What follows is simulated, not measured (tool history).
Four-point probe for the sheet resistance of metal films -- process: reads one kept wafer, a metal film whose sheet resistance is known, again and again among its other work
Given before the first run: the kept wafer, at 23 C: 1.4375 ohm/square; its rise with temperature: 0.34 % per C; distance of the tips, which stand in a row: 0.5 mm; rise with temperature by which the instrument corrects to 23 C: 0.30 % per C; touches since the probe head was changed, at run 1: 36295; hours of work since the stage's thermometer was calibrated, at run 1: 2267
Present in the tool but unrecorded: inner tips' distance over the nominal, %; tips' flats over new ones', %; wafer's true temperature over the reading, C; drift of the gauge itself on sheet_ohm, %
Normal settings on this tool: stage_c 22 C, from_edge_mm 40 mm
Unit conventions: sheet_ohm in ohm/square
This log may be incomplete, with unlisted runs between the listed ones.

| run | hour | stage_c | from_edge_mm | touches since the probe head was changed | hours of work since the stage's thermometer was calibrated | sheet_ohm |
|---|---|---|---|---|---|---|
| 1 | 0 | 22 | 40 | 36295 | 2267 | 1.437255 |
| 2 | 42.6 | 21 | 40 | 37409 | 2291 | 1.436637 |
| 3 | 94.9 | 21 | 40 | 38778 | 2320 | 1.437137 |
| 4 | 142.3 | 22 | 40 | 40021 | 2347 | 1.437184 |
| 5 | 195.1 | 22 | 40 | 41402 | 2377 | 1.436949 |
| 6 | 250.9 | 22 | 40 | 42862 | 2409 | 1.437511 |
| 7 | 305.9 | 22 | 40 | 44302 | 2440 | 1.436991 |
| 8 | 353.3 | 22 | 27 | 45542 | 2467 | 1.437229 |
| 9 | 404.6 | 22 | 27 | 46886 | 2496 | 1.437311 |
| 10 | 452.2 | 32 | 40 | 48131 | 2523 | 1.442216 |
|  | 464.4 | stage's thermometer calibrated |
| 11 | 495.6 | 32 | 40 | 49253 | 18 | 1.442466 |
| 12 | 537.1 | 20 | 17 | 50339 | 41 | 1.436571 |
| 13 | 590.1 | 32 | 17 | 51726 | 71 | 1.44316 |
| 14 | 640.4 | 20 | 5 | 53044 | 100 | 1.443953 |
| 15 | 683.7 | 23 | 23 | 54178 | 124 | 1.438313 |
| 16 | 741.7 | 23 | 23 | 55696 | 157 | 1.438245 |

5 options for the next run, each taken on its own from the tool as it stands now. Forecast them:
| A | 796.3 | 22 | 13 | 57123 | 188 | ? |
| B | 796.3 | 33 | 16 | 57123 | 188 | ? |
| C | 796.3 | 23 | 12 | 57123 | 188 | ? |
| D | 796.3 | 27 | 3 | 57123 | 188 | ? |
| E | 796.3 | 19 | 42 | 57123 | 188 | ? |

| run | sheet_ohm |
|---|---|
| A | 1.437963 |
| B | 1.443421 |
| C | 1.439481 |
| D | 1.460902 |
| E | 1.434936 |
What these runs would have given with no unlogged condition in the tool:
| run | sheet_ohm |
|---|---|
| A | 1.437928 |
| B | 1.443385 |
| C | 1.439445 |
| D | 1.460866 |
| E | 1.4349 |
